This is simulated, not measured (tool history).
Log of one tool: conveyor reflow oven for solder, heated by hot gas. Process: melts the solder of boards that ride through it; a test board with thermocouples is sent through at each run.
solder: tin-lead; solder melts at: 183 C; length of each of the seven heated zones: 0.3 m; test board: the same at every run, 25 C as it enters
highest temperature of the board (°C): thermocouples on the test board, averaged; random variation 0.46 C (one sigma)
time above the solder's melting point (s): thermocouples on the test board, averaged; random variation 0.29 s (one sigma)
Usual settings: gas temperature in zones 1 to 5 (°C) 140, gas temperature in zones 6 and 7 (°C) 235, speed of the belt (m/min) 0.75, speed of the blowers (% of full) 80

| run | hour | gas temperature in zones 1 to 5 (°C) | gas temperature in zones 6 and 7 (°C) | speed of the belt (m/min) | speed of the blowers (% of full) | highest temperature of the board (°C) | time above the solder's melting point (s) |
|---|---|---|---|---|---|---|---|
| 1 | 0 | 140 | 235 | 0.75 | 80 | 220 | 37.1 |
| 2 | 18.9 | 140 | 235 | 0.75 | 80 | 219.4 | 37.3 |
| 3 | 33.6 | 140 | 235 | 0.75 | 80 | 219.3 | 37.8 |
| 4 | 49.4 | 140 | 249 | 0.75 | 80 | 232.5 | 41.5 |
| 5 | 68.7 | 128 | 249 | 0.75 | 80 | 230.2 | 39.5 |
| 6 | 79.8 | 140 | 235 | 0.75 | 80 | 219.4 | 37.4 |
| 7 | 95.8 | 140 | 235 | 0.75 | 80 | 219.3 | 37.4 |
| 8 | 106.1 | 140 | 235 | 0.75 | 80 | 219.5 | 37.3 |
| 9 | 119.1 | 140 | 235 | 0.75 | 80 | 220.8 | 37.6 |
| 10 | 131.6 | 131 | 235 | 0.75 | 80 | 217.8 | 35.2 |
| 11 | 145.5 | 131 | 235 | 0.75 | 80 | 217.7 | 34.7 |
|  | 157.6 | flux residue cleaned out of gas plates and filters |
| 12 | 165.4 | 131 | 235 | 0.75 | 80 | 217.7 | 35.5 |
| 13 | 180 | 131 | 235 | 0.75 | 80 | 217.6 | 35 |
| 14 | 197.4 | 131 | 235 | 0.75 | 80 | 217.9 | 34.7 |
| 15 | 216.7 | 131 | 235 | 0.75 | 80 | 217.9 | 34.8 |
| 16 | 236 | 143 | 237 | 0.811 | 55 | 210 | 29.3 |
| 17 | 252.3 | 143 | 237 | 0.811 | 55 | 210.2 | 29.2 |
| 18 | 264 | 143 | 237 | 0.811 | 55 | 209.7 | 28.9 |
| 19 | 283.7 | 143 | 237 | 0.811 | 55 | 210.1 | 29.2 |
| 20 | 292.4 | 143 | 237 | 0.811 | 55 | 210.6 | 28.9 |
| 21 | 305 | 143 | 237 | 0.738 | 55 | 214.2 | 34.7 |
| 22 | 317.5 | 154 | 225 | 0.677 | 56 | 209 | 39.1 |
| 23 | 330.3 | 140 | 235 | 0.751 | 80 | 219.4 | 37 |
| 24 | 344.9 | 149 | 237 | 0.714 | 76 | 223.1 | 44 |
| 25 | 363.4 | 140 | 223 | 0.66 | 80 | 211.8 | 39.8 |
| 26 | 377.1 | 145 | 236 | 0.699 | 82 | 223.2 | 43.3 |
| 27 | 396.9 | 145 | 246 | 0.858 | 89 | 228.1 | 36.9 |
| 28 | 405.3 | 145 | 246 | 0.858 | 89 | 227.9 | 36.7 |

The next listed run, before its measurement:
|  | 414.2 | flux residue cleaned out of gas plates and filters |
| 29 | 428.7 | 139 | 246 | 0.659 | 51 | ? | ? |

Run 29 gave highest temperature of the board (°C) 221.5, time above the solder's melting point (s) 43.3.
Without the tool's hidden state the same run would have given highest temperature of the board (°C) 221.6, time above the solder's melting point (s) 43.3.
